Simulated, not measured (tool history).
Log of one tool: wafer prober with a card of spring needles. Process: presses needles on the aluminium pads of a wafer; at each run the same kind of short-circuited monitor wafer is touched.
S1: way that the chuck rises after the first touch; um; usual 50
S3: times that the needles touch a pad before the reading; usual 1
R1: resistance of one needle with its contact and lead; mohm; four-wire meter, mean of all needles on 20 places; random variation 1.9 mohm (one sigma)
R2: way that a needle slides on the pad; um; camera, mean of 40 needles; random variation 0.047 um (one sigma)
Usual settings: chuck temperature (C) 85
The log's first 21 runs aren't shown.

Run 22, day 11.808: usual settings but S1 56 um, chuck temperature (C) 38, S3 2. Result: R1 186 mohm, R2 13.41 um.
At day 11.942: tips cleaned on abrasive film.
Run 23, day 12.450: usual settings but S1 56 um, chuck temperature (C) 38, S3 2. Result: R1 186 mohm, R2 13.30 um.
At day 12.529: tips cleaned on abrasive film.
Run 24, day 12.896: usual settings but S1 56 um, chuck temperature (C) 38, S3 2. Result: R1 185 mohm, R2 13.19 um.
At day 13.092: tips cleaned on abrasive film.
Run 25, day 13.492: usual settings but S1 37 um, chuck temperature (C) 39, S3 2. Result: R1 195 mohm, R2 8.78 um.
At day 13.654: tips cleaned on abrasive film.
At day 14.200: tips cleaned on abrasive film.
Run 26, day 14.275: usual settings but S1 64 um. Result: R1 194 mohm, R2 15.21 um.
Run 27, day 14.700: usual settings but chuck temperature (C) 58, S3 3. Result: R1 193 mohm, R2 11.88 um.
At day 14.758: tips cleaned on abrasive film.
At day 15.304: tips cleaned on abrasive film.
Run 28, day 15.321: usual settings but chuck temperature (C) 58, S3 3. Result: R1 191 mohm, R2 11.92 um.
At day 15.892: tips cleaned on abrasive film.
Run 29, day 15.925: usual settings but chuck temperature (C) 54. Result: R1 190 mohm, R2 11.84 um.
At day 16.500: tips cleaned on abrasive film.
Run 30, day 16.612: usual settings but chuck temperature (C) 39, S3 3. Result: R1 185 mohm, R2 11.89 um.
At day 17.050: tips cleaned on abrasive film.
Run 31, day 17.429: usual settings but chuck temperature (C) 39, S3 3. Result: R1 187 mohm, R2 11.89 um.
At day 17.612: tips cleaned on abrasive film.
Run 32, day 18.075: usual settings but S1 35 um, S3 2. Result: R1 204 mohm, R2 8.33 um.

4 ways to go on from here, each from the tool as it stands after run 32. What would each give?
At day 18.154: tips cleaned on abrasive film.
At day 18.738: tips cleaned on abrasive film.
Run A, day 18.758: usual settings but S1 35 um, chuck temperature (C) 67. Result: R1 ?, R2 ?.
At day 18.154: tips cleaned on abrasive film.
At day 18.738: tips cleaned on abrasive film.
Run B, day 18.758: usual settings but S1 33 um, S3 2. Result: R1 ?, R2 ?.
At day 18.154: tips cleaned on abrasive film.
At day 18.738: tips cleaned on abrasive film.
Run C, day 18.758: usual settings but S1 35 um, chuck temperature (C) 84, S3 2. Result: R1 ?, R2 ?.
At day 18.154: tips cleaned on abrasive film.
At day 18.738: tips cleaned on abrasive film.
Run D, day 18.758: usual settings but S1 34 um, chuck temperature (C) 30, S3 2. Result: R1 ?, R2 ?.

run   R1    R2
  A  203  8.25
  B  209  7.87
  C  203  8.34
  D  191  8.08
Without the tool's hidden state the same runs would have given:
run   R1    R2
  A  203  8.10
  B  209  7.73
  C  203  8.19
  D  191  7.93
